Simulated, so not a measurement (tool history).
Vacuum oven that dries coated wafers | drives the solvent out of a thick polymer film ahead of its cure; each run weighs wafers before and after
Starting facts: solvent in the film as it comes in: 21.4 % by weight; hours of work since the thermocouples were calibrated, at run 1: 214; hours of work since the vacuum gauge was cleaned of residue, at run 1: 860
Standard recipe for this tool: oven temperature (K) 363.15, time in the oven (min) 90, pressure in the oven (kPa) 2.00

| run | hour | oven temperature (K) | time in the oven (min) | pressure in the oven (kPa) | hours of work since the thermocouples were calibrated | hours of work since the vacuum gauge was cleaned of residue | solvent left in the film (%) |
|---|---|---|---|---|---|---|---|
| 1 | 0.0 | 363.15 | 90 | 2.00 | 214 | 860 | 1.26 |
| 2 | 17.6 | 363.15 | 90 | 2.00 | 226 | 873 | 1.27 |
| 3 | 41.3 | 363.15 | 90 | 2.00 | 243 | 889 | 1.24 |
| 4 | 78.3 | 363.15 | 90 | 2.00 | 269 | 915 | 1.25 |
| 5 | 94.0 | 363.15 | 90 | 2.00 | 280 | 926 | 1.23 |
| 6 | 125.6 | 363.15 | 90 | 2.00 | 302 | 948 | 1.26 |
| 7 | 153.2 | 355.15 | 90 | 2.00 | 322 | 968 | 3.48 |
| 8 | 177.4 | 355.15 | 90 | 2.00 | 339 | 985 | 3.50 |
| 9 | 209.4 | 364.15 | 90 | 2.00 | 361 | 1007 | 1.08 |
| 10 | 235.4 | 364.15 | 90 | 2.00 | 379 | 1026 | 1.08 |
| 11 | 254.6 | 363.15 | 90 | 2.00 | 393 | 1039 | 1.24 |
| 12 | 283.4 | 363.15 | 90 | 2.00 | 413 | 1059 | 1.24 |
| 13 | 301.6 | 363.15 | 90 | 2.00 | 426 | 1072 | 1.21 |
| 14 | 331.6 | 363.15 | 90 | 2.00 | 447 | 1093 | 1.21 |
| 15 | 361.7 | 369.15 | 90 | 2.00 | 468 | 1114 | 0.54 |
| 16 | 383.2 | 369.15 | 90 | 2.00 | 483 | 1129 | 0.57 |
| 17 | 415.6 | 369.15 | 90 | 2.00 | 506 | 1152 | 0.52 |
| 18 | 441.0 | 363.15 | 90 | 2.00 | 524 | 1170 | 1.19 |
| 19 | 457.4 | 363.15 | 90 | 2.00 | 535 | 1182 | 1.22 |
| 20 | 481.0 | 363.15 | 90 | 1.30 | 552 | 1198 | 1.01 |
| 21 | 513.3 | 363.15 | 90 | 1.30 | 575 | 1221 | 1.05 |
| 22 | 533.4 | 368.15 | 62 | 3.21 | 589 | 1235 | 1.38 |
| 23 | 564.3 | 355.15 | 67 | 5.25 | 610 | 1257 | 5.66 |
| 24 | 583.0 | 371.15 | 127 | 5.25 | 624 | 1270 | 0.95 |
|  | 594.8 | oven's thermocouples calibrated |
| 25 | 616.1 | 371.15 | 119 | 5.25 | 15 | 1292 | 0.98 |
| 26 | 644.8 | 352.15 | 90 | 1.24 | 35 | 1312 | 4.83 |
| 27 | 662.1 | 374.15 | 89 | 1.52 | 47 | 1324 | 0.34 |
| 28 | 689.2 | 374.15 | 89 | 1.52 | 66 | 1343 | 0.33 |
| 29 | 720.7 | 363.15 | 50 | 4.43 | 88 | 1365 | 4.18 |
| 30 | 737.7 | 363.15 | 50 | 4.43 | 100 | 1377 | 4.17 |
| 31 | 757.3 | 350.15 | 47 | 2.40 | 114 | 1391 | 9.88 |
| 32 | 793.1 | 350.15 | 47 | 2.40 | 139 | 1416 | 9.88 |
| 33 | 815.0 | 369.15 | 88 | 6.03 | 155 | 1431 | 1.37 |
| 34 | 844.3 | 367.15 | 90 | 2.80 | 175 | 1452 | 0.93 |
| 35 | 862.1 | 367.15 | 90 | 2.80 | 188 | 1465 | 0.94 |
| 36 | 893.6 | 363.15 | 90 | 7.20 | 210 | 1487 | 2.46 |
| 37 | 925.2 | 363.15 | 92 | 2.00 | 232 | 1509 | 1.26 |
| 38 | 949.6 | 359.15 | 154 | 1.61 | 249 | 1526 | 0.86 |
| 39 | 966.6 | 363.15 | 56 | 2.00 | 261 | 1538 | 3.07 |
| 40 | 990.4 | 362.15 | 77 | 2.00 | 278 | 1555 | 1.98 |
| 41 | 1008.2 | 363.15 | 90 | 6.80 | 290 | 1567 | 2.35 |
| 42 | 1030.7 | 363.15 | 97 | 2.35 | 306 | 1583 | 1.26 |

3 ways to go on from here, each from the tool as it stands after run 42. What would each give?
| A | 1053.2 | 376.15 | 90 | 7.57 | 322 | 1599 | ? |
| B | 1053.2 | 363.15 | 84 | 3.15 | 322 | 1599 | ? |
| C | 1053.2 | 363.15 | 92 | 2.35 | 322 | 1599 | ? |

| run | solvent left in the film (%) |
|---|---|
| A | 1.13 |
| B | 1.73 |
| C | 1.32 |
Had the tool no hidden state, the same runs would have come out as:
| run | solvent left in the film (%) |
|---|---|
| A | 1.08 |
| B | 1.70 |
| C | 1.28 |
